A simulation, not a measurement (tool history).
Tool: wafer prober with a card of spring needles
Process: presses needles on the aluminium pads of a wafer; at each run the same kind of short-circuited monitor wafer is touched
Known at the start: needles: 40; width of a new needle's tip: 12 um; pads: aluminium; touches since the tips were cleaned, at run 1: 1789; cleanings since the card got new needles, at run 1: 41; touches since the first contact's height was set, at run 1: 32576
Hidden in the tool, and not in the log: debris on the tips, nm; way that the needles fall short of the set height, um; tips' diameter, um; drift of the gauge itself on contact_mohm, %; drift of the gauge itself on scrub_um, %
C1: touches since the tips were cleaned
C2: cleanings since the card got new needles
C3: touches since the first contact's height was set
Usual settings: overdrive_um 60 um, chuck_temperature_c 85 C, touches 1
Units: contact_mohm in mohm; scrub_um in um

{"run": 1, "hour": 0.0, "overdrive_um": 60, "chuck_temperature_c": 85, "touches": 1, "C1": 1789, "C2": 41, "C3": 32576, "contact_mohm": 322, "scrub_um": 16.47}
{"hour": 3.9, "done": "tips cleaned on abrasive film"}
{"hour": 12.1, "done": "tips cleaned on abrasive film"}
{"run": 2, "hour": 12.1, "overdrive_um": 60, "chuck_temperature_c": 97, "touches": 1, "C1": 0, "C2": 43, "C3": 36689, "contact_mohm": 284, "scrub_um": 16.44}
{"run": 3, "hour": 19.4, "overdrive_um": 60, "chuck_temperature_c": 97, "touches": 1, "C1": 2515, "C2": 43, "C3": 39204, "contact_mohm": 329, "scrub_um": 16.37}
{"hour": 20.7, "done": "tips cleaned on abrasive film"}
{"hour": 29.5, "done": "tips cleaned on abrasive film"}
{"run": 4, "hour": 29.5, "overdrive_um": 60, "chuck_temperature_c": 97, "touches": 1, "C1": 0, "C2": 45, "C3": 42597, "contact_mohm": 290, "scrub_um": 16.41}
{"hour": 37.6, "done": "tips cleaned on abrasive film"}
{"run": 5, "hour": 41.3, "overdrive_um": 60, "chuck_temperature_c": 97, "touches": 1, "C1": 1282, "C2": 46, "C3": 46651, "contact_mohm": 314, "scrub_um": 16.34}
{"hour": 42.7, "done": "height of the first contact set anew"}
{"hour": 46.9, "done": "tips cleaned on abrasive film"}
{"run": 6, "hour": 53.9, "overdrive_um": 60, "chuck_temperature_c": 97, "touches": 1, "C1": 2410, "C2": 47, "C3": 3827, "contact_mohm": 327, "scrub_um": 16.31}
{"hour": 55.3, "done": "tips cleaned on abrasive film"}
{"hour": 64.5, "done": "tips cleaned on abrasive film"}
{"run": 7, "hour": 67.7, "overdrive_um": 60, "chuck_temperature_c": 97, "touches": 1, "C1": 1125, "C2": 49, "C3": 8522, "contact_mohm": 315, "scrub_um": 16.22}
{"hour": 72.5, "done": "tips cleaned on abrasive film"}
{"run": 8, "hour": 79.8, "overdrive_um": 75, "chuck_temperature_c": 121, "touches": 1, "C1": 2524, "C2": 50, "C3": 12665, "contact_mohm": 330, "scrub_um": 20.38}
{"hour": 80.8, "done": "tips cleaned on abrasive film"}
{"hour": 87.6, "done": "height of the first contact set anew, once more"}
{"hour": 90.0, "done": "tips cleaned on abrasive film"}
{"run": 9, "hour": 92.3, "overdrive_um": 75, "chuck_temperature_c": 121, "touches": 1, "C1": 779, "C2": 52, "C3": 1568, "contact_mohm": 310, "scrub_um": 20.72}
{"hour": 98.6, "done": "tips cleaned on abrasive film"}
{"run": 10, "hour": 100.9, "overdrive_um": 75, "chuck_temperature_c": 85, "touches": 1, "C1": 776, "C2": 53, "C3": 4501, "contact_mohm": 302, "scrub_um": 20.67}
{"hour": 107.5, "done": "tips cleaned on abrasive film"}
{"run": 11, "hour": 113.5, "overdrive_um": 55, "chuck_temperature_c": 85, "touches": 1, "C1": 2052, "C2": 54, "C3": 8812, "contact_mohm": 325, "scrub_um": 15.17}
{"hour": 115.9, "done": "tips cleaned on abrasive film"}
{"hour": 124.8, "done": "tips cleaned on abrasive film"}
{"run": 12, "hour": 124.8, "overdrive_um": 55, "chuck_temperature_c": 41, "touches": 1, "C1": 0, "C2": 56, "C3": 12656, "contact_mohm": 278, "scrub_um": 15.13}

4 ways to go on from here, each from the tool as it stands after run 12. What would each give?
{"run": "A", "hour": 131.6, "overdrive_um": 55, "chuck_temperature_c": 41, "touches": 1, "C1": 2317, "C2": 56, "C3": 14973, "contact_mohm": "?", "scrub_um": "?"}
{"run": "B", "hour": 131.6, "overdrive_um": 55, "chuck_temperature_c": 41, "touches": 3, "C1": 2317, "C2": 56, "C3": 14973, "contact_mohm": "?", "scrub_um": "?"}
{"run": "C", "hour": 131.6, "overdrive_um": 77, "chuck_temperature_c": 60, "touches": 1, "C1": 2317, "C2": 56, "C3": 14973, "contact_mohm": "?", "scrub_um": "?"}
{"run": "D", "hour": 131.6, "overdrive_um": 55, "chuck_temperature_c": 120, "touches": 1, "C1": 2317, "C2": 56, "C3": 14973, "contact_mohm": "?", "scrub_um": "?"}

run=A contact_mohm=322 scrub_um=15.13
run=B contact_mohm=293 scrub_um=15.14
run=C contact_mohm=310 scrub_um=21.27
run=D contact_mohm=340 scrub_um=15.14
Without the tool's hidden state the same runs would have given:
run=A contact_mohm=270 scrub_um=15.21
run=B contact_mohm=273 scrub_um=15.22
run=C contact_mohm=276 scrub_um=21.35
run=D contact_mohm=295 scrub_um=15.22
